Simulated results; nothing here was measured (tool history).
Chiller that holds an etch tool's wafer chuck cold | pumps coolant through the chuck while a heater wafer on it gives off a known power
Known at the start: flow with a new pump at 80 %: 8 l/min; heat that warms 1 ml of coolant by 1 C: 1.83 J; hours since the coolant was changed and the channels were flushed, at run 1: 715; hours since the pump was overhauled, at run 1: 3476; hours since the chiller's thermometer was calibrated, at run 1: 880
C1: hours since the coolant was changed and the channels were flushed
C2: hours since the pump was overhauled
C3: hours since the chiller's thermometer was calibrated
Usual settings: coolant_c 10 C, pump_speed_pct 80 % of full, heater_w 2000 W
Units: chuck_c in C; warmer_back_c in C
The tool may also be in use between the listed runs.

run 1 hour=0.0 | coolant_c=10 pump_speed_pct=80 heater_w=2000 | C1=715 C2=3476 C3=880 | chuck_c=25.8 warmer_back_c=8.24
run 2 hour=55.5 | coolant_c=10 pump_speed_pct=77 heater_w=2000 | C1=770 C2=3532 C3=935 | chuck_c=26.2 warmer_back_c=8.52
run 3 hour=118.4 | coolant_c=10 pump_speed_pct=77 heater_w=2000 | C1=833 C2=3595 C3=998 | chuck_c=26.0 warmer_back_c=8.55
run 4 hour=189.6 | coolant_c=10 pump_speed_pct=70 heater_w=2000 | C1=905 C2=3666 C3=1069 | chuck_c=27.3 warmer_back_c=9.38
run 5 hour=278.2 | coolant_c=10 pump_speed_pct=70 heater_w=2000 | C1=993 C2=3755 C3=1158 | chuck_c=27.4 warmer_back_c=9.38
run 6 hour=360.2 | coolant_c=10 pump_speed_pct=70 heater_w=2000 | C1=1075 C2=3837 C3=1240 | chuck_c=27.7 warmer_back_c=9.44
run 7 hour=457.3 | coolant_c=10 pump_speed_pct=80 heater_w=2516 | C1=1172 C2=3934 C3=1337 | chuck_c=29.6 warmer_back_c=10.33
run 8 hour=510.1 | coolant_c=10 pump_speed_pct=80 heater_w=2516 | C1=1225 C2=3987 C3=1390 | chuck_c=29.8 warmer_back_c=10.32
run 9 hour=571.3 | coolant_c=10 pump_speed_pct=80 heater_w=2516 | C1=1286 C2=4048 C3=1451 | chuck_c=29.8 warmer_back_c=10.41
run 10 hour=630.6 | coolant_c=14 pump_speed_pct=80 heater_w=2000 | C1=1346 C2=4107 C3=1510 | chuck_c=29.5 warmer_back_c=8.24
run 11 hour=736.9 | coolant_c=14 pump_speed_pct=80 heater_w=2000 | C1=1452 C2=4213 C3=1616 | chuck_c=29.7 warmer_back_c=8.30
run 12 hour=822.0 | coolant_c=14 pump_speed_pct=80 heater_w=2000 | C1=1537 C2=4298 C3=1702 | chuck_c=29.7 warmer_back_c=8.26
run 13 hour=882.3 | coolant_c=14 pump_speed_pct=80 heater_w=2000 | C1=1597 C2=4359 C3=1762 | chuck_c=29.6 warmer_back_c=8.27
run 14 hour=967.1 | coolant_c=14 pump_speed_pct=80 heater_w=2000 | C1=1682 C2=4444 C3=1847 | chuck_c=29.8 warmer_back_c=8.27
run 15 hour=1076.4 | coolant_c=14 pump_speed_pct=80 heater_w=2000 | C1=1791 C2=4553 C3=1956 | chuck_c=29.6 warmer_back_c=8.28
-- hour=1150.3 chiller's thermometer calibrated
run 16 hour=1161.8 | coolant_c=14 pump_speed_pct=80 heater_w=2000 | C1=1876 C2=4637 C3=12 | chuck_c=29.7 warmer_back_c=8.24
run 17 hour=1254.0 | coolant_c=14 pump_speed_pct=80 heater_w=2000 | C1=1968 C2=4729 C3=104 | chuck_c=29.6 warmer_back_c=8.29
run 18 hour=1361.7 | coolant_c=11 pump_speed_pct=80 heater_w=2000 | C1=2076 C2=4837 C3=211 | chuck_c=26.8 warmer_back_c=8.32
run 19 hour=1451.3 | coolant_c=11 pump_speed_pct=80 heater_w=2000 | C1=2165 C2=4927 C3=301 | chuck_c=26.5 warmer_back_c=8.26
run 20 hour=1511.0 | coolant_c=11 pump_speed_pct=80 heater_w=2000 | C1=2225 C2=4987 C3=361 | chuck_c=26.6 warmer_back_c=8.32
run 21 hour=1571.4 | coolant_c=11 pump_speed_pct=80 heater_w=2000 | C1=2285 C2=5047 C3=421 | chuck_c=26.6 warmer_back_c=8.32
run 22 hour=1626.6 | coolant_c=17 pump_speed_pct=74 heater_w=2000 | C1=2341 C2=5102 C3=476 | chuck_c=33.8 warmer_back_c=8.99
run 23 hour=1673.4 | coolant_c=17 pump_speed_pct=92 heater_w=1319 | C1=2387 C2=5149 C3=523 | chuck_c=26.0 warmer_back_c=4.87
run 24 hour=1777.5 | coolant_c=8 pump_speed_pct=66 heater_w=1496 | C1=2491 C2=5253 C3=627 | chuck_c=21.6 warmer_back_c=7.54
run 25 hour=1861.2 | coolant_c=5 pump_speed_pct=93 heater_w=1345 | C1=2575 C2=5337 C3=711 | chuck_c=14.3 warmer_back_c=4.92
run 26 hour=1928.4 | coolant_c=16 pump_speed_pct=69 heater_w=1261 | C1=2642 C2=5404 C3=778 | chuck_c=27.2 warmer_back_c=6.13
run 27 hour=1979.3 | coolant_c=11 pump_speed_pct=69 heater_w=1261 | C1=2693 C2=5455 C3=829 | chuck_c=22.1 warmer_back_c=6.13
run 28 hour=2041.7 | coolant_c=12 pump_speed_pct=61 heater_w=1430 | C1=2756 C2=5517 C3=891 | chuck_c=26.0 warmer_back_c=7.86
run 29 hour=2116.8 | coolant_c=10 pump_speed_pct=91 heater_w=2000 | C1=2831 C2=5592 C3=967 | chuck_c=24.0 warmer_back_c=7.41
run 30 hour=2204.9 | coolant_c=10 pump_speed_pct=91 heater_w=2000 | C1=2919 C2=5680 C3=1055 | chuck_c=24.1 warmer_back_c=7.39
run 31 hour=2294.7 | coolant_c=15 pump_speed_pct=75 heater_w=2210 | C1=3009 C2=5770 C3=1144 | chuck_c=33.2 warmer_back_c=9.81

5 ways to go on from here, each from the tool as it stands after run 31. What would each give?
run A hour=2372.7 | coolant_c=17 pump_speed_pct=80 heater_w=2000 | C1=3087 C2=5848 C3=1222 | chuck_c=? warmer_back_c=?
run B hour=2372.7 | coolant_c=15 pump_speed_pct=75 heater_w=1080 | C1=3087 C2=5848 C3=1222 | chuck_c=? warmer_back_c=?
run C hour=2372.7 | coolant_c=16 pump_speed_pct=82 heater_w=2000 | C1=3087 C2=5848 C3=1222 | chuck_c=? warmer_back_c=?
run D hour=2372.7 | coolant_c=7 pump_speed_pct=60 heater_w=1089 | C1=3087 C2=5848 C3=1222 | chuck_c=? warmer_back_c=?
run E hour=2372.7 | coolant_c=15 pump_speed_pct=75 heater_w=2210 | C1=3087 C2=5848 C3=1222 | chuck_c=? warmer_back_c=?

run=A chuck_c=32.7 warmer_back_c=8.40
run=B chuck_c=23.9 warmer_back_c=4.90
run=C chuck_c=31.3 warmer_back_c=8.22
run=D chuck_c=17.9 warmer_back_c=6.06
run=E chuck_c=33.3 warmer_back_c=9.87
Without the tool's hidden state the same runs would have given:
run=A chuck_c=32.7 warmer_back_c=8.21
run=B chuck_c=23.9 warmer_back_c=4.71
run=C chuck_c=31.3 warmer_back_c=8.03
run=D chuck_c=17.8 warmer_back_c=5.88
run=E chuck_c=33.3 warmer_back_c=9.68

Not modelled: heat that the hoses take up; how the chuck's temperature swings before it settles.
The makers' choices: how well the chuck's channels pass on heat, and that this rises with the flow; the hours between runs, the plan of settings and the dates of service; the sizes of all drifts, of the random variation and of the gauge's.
